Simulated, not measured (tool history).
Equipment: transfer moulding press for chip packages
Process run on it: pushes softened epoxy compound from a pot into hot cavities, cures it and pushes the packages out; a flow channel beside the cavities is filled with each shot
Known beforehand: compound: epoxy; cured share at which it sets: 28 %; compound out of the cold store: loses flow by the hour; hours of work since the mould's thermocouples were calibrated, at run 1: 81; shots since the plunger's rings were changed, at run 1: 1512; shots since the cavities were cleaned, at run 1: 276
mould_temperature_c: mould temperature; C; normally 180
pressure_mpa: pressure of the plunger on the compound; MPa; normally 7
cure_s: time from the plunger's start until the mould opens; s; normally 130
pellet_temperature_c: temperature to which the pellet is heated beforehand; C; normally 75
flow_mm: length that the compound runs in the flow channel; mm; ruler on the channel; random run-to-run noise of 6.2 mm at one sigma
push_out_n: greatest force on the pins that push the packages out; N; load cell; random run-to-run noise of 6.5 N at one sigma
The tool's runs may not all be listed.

run	hour	mould_temperature_c	pressure_mpa	cure_s	pellet_temperature_c	hours of work since the mould's thermocouples were calibrated	shots since the plunger's rings were changed	shots since the cavities were cleaned	incoming compound's hours out of the cold store	flow_mm	push_out_n
1	0	180	7	130	75	81	1512	276	28	798	395
2	40.3	180	7	130	75	103	1801	565	33.4	763	455
3	73.7	180	7	130	76	120	2040	804	39.9	729	502
# hour 80.6: cavities cleaned with cleaning compound and waxed
4	131	180	7	130	76	149	2441	362	24.7	811	429
5	169.4	180	7	130	76	170	2716	637	17.3	830	491
# hour 197.3: cavities cleaned with cleaning compound and waxed
6	216.9	180	7	130	75	194	3045	140	28.7	777	319
7	260.2	180	7	124	75	216	3356	451	25.2	783	467
# hour 277.7: plunger's sealing rings changed
8	299.3	180	7	124	75	236	154	713	31.4	791	524
# hour 314.7: cavities cleaned with cleaning compound and waxed
9	338.2	180	7	130	75	255	422	168	30.3	804	345
10	398.2	180	7	130	75	287	853	599	13.4	882	481
# hour 431.8: cavities cleaned with cleaning compound and waxed
11	444.7	180	7	130	75	311	1175	92	27.4	806	305
12	474.7	180	7	130	75	326	1390	307	15.4	851	392
13	520.2	180	7	130	75	350	1716	633	27.6	792	497
# hour 546.4: cavities cleaned with cleaning compound and waxed
14	552.5	180	7	130	75	366	1938	44	44.9	716	260
15	584.4	180	7	146	78	383	2166	272	22.3	821	364
16	633.2	180	7	146	74	409	2516	622	43	708	433
# hour 662.3: cavities cleaned with cleaning compound and waxed
17	700.1	182	7	135	82	443	2985	271	17.5	812	361
18	749.9	181	6.97	130	75	469	3342	628	45.1	686	451
# hour 766.6: plunger's sealing rings changed
# hour 779: cavities cleaned with cleaning compound and waxed
19	791.7	181	6.97	130	75	489	169	91	25.5	816	299
20	854.3	177	6.97	130	75	522	618	540	47	722	493
# hour 893.2: cavities cleaned with cleaning compound and waxed
# hour 908.8: mould's thermocouples calibrated
21	923.3	177	6.97	130	75	8	1087	201	14.1	891	428
22	974.7	184	6.97	130	73	35	1456	570	8.2	904	443
# hour 1011.1: cavities cleaned with cleaning compound and waxed
23	1011.1	182	6.97	121	73	53	1706	0	36	755	268
24	1060.6	179	7.42	130	75	79	2061	355	28	806	440

How would selected steps in flow_mm from run to run divide? Give the signed amount a tool lacking its hidden state would still show from settings, what came in and random variation, and the signed amount left for the hidden state, including any gauge scatter that is not in both of the compared results.
Hidden state at play: true mould temperature over the reading, C; pressure that reaches the compound, % of what is set; grip of the stained cavities, % over clean ones'; drift of the gauge itself on flow_mm, %; drift of the gauge itself on push_out_n, %.
Run 7 -> 8: plunger's sealing rings changed. flow_mm +8 mm: hidden state +48, all else -40.
Run 18 -> 19: plunger's sealing rings changed, cavities cleaned with cleaning compound and waxed. flow_mm +130 mm: hidden state +41, all else +89.
Run 20 -> 21: cavities cleaned with cleaning compound and waxed, mould's thermocouples calibrated. flow_mm +169 mm: hidden state -9, all else +178.
Run 22 -> 23: mould_temperature_c 184 -> 182, cure_s 130 -> 121, cavities cleaned with cleaning compound and waxed. flow_mm -149 mm: hidden state +1, all else -150.

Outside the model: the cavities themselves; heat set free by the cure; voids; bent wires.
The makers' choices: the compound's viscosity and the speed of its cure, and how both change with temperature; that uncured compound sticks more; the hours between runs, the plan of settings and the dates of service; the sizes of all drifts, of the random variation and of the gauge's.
